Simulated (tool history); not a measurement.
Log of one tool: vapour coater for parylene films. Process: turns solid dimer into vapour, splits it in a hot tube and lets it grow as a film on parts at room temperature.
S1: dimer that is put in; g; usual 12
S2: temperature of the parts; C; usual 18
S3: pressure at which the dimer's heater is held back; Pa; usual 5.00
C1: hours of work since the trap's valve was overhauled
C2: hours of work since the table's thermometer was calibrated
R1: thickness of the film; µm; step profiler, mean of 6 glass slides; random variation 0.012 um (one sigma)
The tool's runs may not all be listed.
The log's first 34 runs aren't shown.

{"run": 35, "hour": 749.3, "S1": 18, "S2": 15, "S3": 8.98, "C1": 175, "C2": 30, "R1": 2.75}
{"run": 36, "hour": 767.1, "S1": 6, "S2": 14, "S3": 4.39, "C1": 182, "C2": 38, "R1": 1.07}
{"run": 37, "hour": 788.8, "S1": 6, "S2": 21, "S3": 11.94, "C1": 191, "C2": 47, "R1": 0.76}
{"run": 38, "hour": 817.2, "S1": 12, "S2": 18, "S3": 2.13, "C1": 203, "C2": 59, "R1": 2.29}
{"run": 39, "hour": 839.1, "S1": 12, "S2": 18, "S3": 2.13, "C1": 213, "C2": 68, "R1": 2.28}
{"run": 40, "hour": 853.7, "S1": 12, "S2": 18, "S3": 2.13, "C1": 219, "C2": 74, "R1": 2.28}
{"run": 41, "hour": 874.7, "S1": 12, "S2": 18, "S3": 2.13, "C1": 228, "C2": 83, "R1": 2.27}
{"run": 42, "hour": 888.9, "S1": 5, "S2": 26, "S3": 2.13, "C1": 233, "C2": 89, "R1": 0.8}
{"run": 43, "hour": 904.8, "S1": 12, "S2": 19, "S3": 9.19, "C1": 240, "C2": 96, "R1": 1.64}
{"run": 44, "hour": 924.9, "S1": 17, "S2": 18, "S3": 4.12, "C1": 249, "C2": 104, "R1": 2.8}
{"run": 45, "hour": 937.2, "S1": 17, "S2": 18, "S3": 4.12, "C1": 254, "C2": 109, "R1": 2.82}
{"run": 46, "hour": 950.5, "S1": 7, "S2": 18, "S3": 8.2, "C1": 259, "C2": 115, "R1": 1.03}

3 ways to go on from here, each from the tool as it stands after run 46. What would each give?
{"run": "A", "hour": 976.7, "S1": 8, "S2": 11, "S3": 8.01, "C1": 270, "C2": 126, "R1": "?"}
{"run": "B", "hour": 976.7, "S1": 12, "S2": 14, "S3": 4.77, "C1": 270, "C2": 126, "R1": "?"}
{"run": "C", "hour": 976.7, "S1": 12, "S2": 15, "S3": 5.0, "C1": 270, "C2": 126, "R1": "?"}

run=A R1=1.33
run=B R1=2.12
run=C R1=2.03
Without the tool's hidden state the same runs would have given:
run=A R1=1.39
run=B R1=2.21
run=C R1=2.12
